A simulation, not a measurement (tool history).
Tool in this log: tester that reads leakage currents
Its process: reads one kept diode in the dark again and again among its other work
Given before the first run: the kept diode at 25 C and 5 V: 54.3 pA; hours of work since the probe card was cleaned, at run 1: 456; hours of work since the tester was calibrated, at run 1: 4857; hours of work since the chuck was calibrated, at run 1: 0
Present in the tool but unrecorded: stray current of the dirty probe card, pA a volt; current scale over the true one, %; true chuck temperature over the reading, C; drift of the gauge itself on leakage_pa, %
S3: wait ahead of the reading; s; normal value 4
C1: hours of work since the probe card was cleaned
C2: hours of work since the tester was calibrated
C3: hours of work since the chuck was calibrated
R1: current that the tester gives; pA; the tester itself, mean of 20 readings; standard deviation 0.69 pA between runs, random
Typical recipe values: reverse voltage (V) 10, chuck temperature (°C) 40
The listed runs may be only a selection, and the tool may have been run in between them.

{"run": 1, "hour": 0.0, "reverse voltage (V)": 10, "chuck temperature (°C)": 40, "S3": 4, "C1": 456, "C2": 4857, "C3": 0, "R1": 236.57}
{"run": 2, "hour": 111.4, "reverse voltage (V)": 10, "chuck temperature (°C)": 40, "S3": 2.53, "C1": 523, "C2": 4924, "C3": 66, "R1": 231.57}
{"run": 3, "hour": 215.3, "reverse voltage (V)": 10, "chuck temperature (°C)": 40, "S3": 2.53, "C1": 585, "C2": 4986, "C3": 128, "R1": 227.74}
{"run": 4, "hour": 444.1, "reverse voltage (V)": 10, "chuck temperature (°C)": 40, "S3": 4, "C1": 721, "C2": 5122, "C3": 265, "R1": 221.13}
{"run": 5, "hour": 616.9, "reverse voltage (V)": 10, "chuck temperature (°C)": 40, "S3": 4, "C1": 824, "C2": 5225, "C3": 368, "R1": 216.29}
{"run": 6, "hour": 725.6, "reverse voltage (V)": 10, "chuck temperature (°C)": 40, "S3": 4, "C1": 889, "C2": 5290, "C3": 432, "R1": 213.34}
{"run": 7, "hour": 921.5, "reverse voltage (V)": 10, "chuck temperature (°C)": 40, "S3": 4, "C1": 1005, "C2": 5407, "C3": 549, "R1": 207.02}
{"run": 8, "hour": 1063.2, "reverse voltage (V)": 10, "chuck temperature (°C)": 25, "S3": 4, "C1": 1090, "C2": 5491, "C3": 634, "R1": 66.11}
{"hour": 1127.2, "done": "chuck's temperature calibrated"}
{"run": 9, "hour": 1229.4, "reverse voltage (V)": 10, "chuck temperature (°C)": 25, "S3": 4, "C1": 1188, "C2": 5589, "C3": 61, "R1": 77.13}
{"run": 10, "hour": 1404.9, "reverse voltage (V)": 10, "chuck temperature (°C)": 25, "S3": 4, "C1": 1292, "C2": 5694, "C3": 165, "R1": 75.56}
{"hour": 1492.7, "done": "tester calibrated"}
{"run": 11, "hour": 1554.6, "reverse voltage (V)": 10, "chuck temperature (°C)": 40, "S3": 3.25, "C1": 1380, "C2": 37, "C3": 254, "R1": 221.43}
{"run": 12, "hour": 1695.5, "reverse voltage (V)": 10, "chuck temperature (°C)": 25, "S3": 4, "C1": 1464, "C2": 121, "C3": 337, "R1": 71.76}
{"run": 13, "hour": 1881.3, "reverse voltage (V)": 10, "chuck temperature (°C)": 25, "S3": 4, "C1": 1575, "C2": 232, "C3": 448, "R1": 70.42}
{"run": 14, "hour": 2018.8, "reverse voltage (V)": 10, "chuck temperature (°C)": 25, "S3": 4, "C1": 1657, "C2": 314, "C3": 530, "R1": 69.03}
{"run": 15, "hour": 2171.6, "reverse voltage (V)": 10, "chuck temperature (°C)": 40, "S3": 4, "C1": 1748, "C2": 405, "C3": 621, "R1": 201.7}
{"hour": 2259.1, "done": "chuck's temperature calibrated"}
{"run": 16, "hour": 2340.8, "reverse voltage (V)": 10, "chuck temperature (°C)": 40, "S3": 4, "C1": 1848, "C2": 504, "C3": 49, "R1": 234.45}
{"run": 17, "hour": 2477.8, "reverse voltage (V)": 10, "chuck temperature (°C)": 40, "S3": 4, "C1": 1929, "C2": 586, "C3": 130, "R1": 230.69}

What does the tool deliver on the next run?
{"run": 18, "hour": 2702.5, "reverse voltage (V)": 3.7, "chuck temperature (°C)": 53, "S3": 0.92, "C1": 2063, "C2": 720, "C3": 264, "R1": "?"}

{"run 18": {"R1": 375.06}}
On a tool with no hidden condition, and with the same random variation, this run would have come out at R1 395.35 pA.
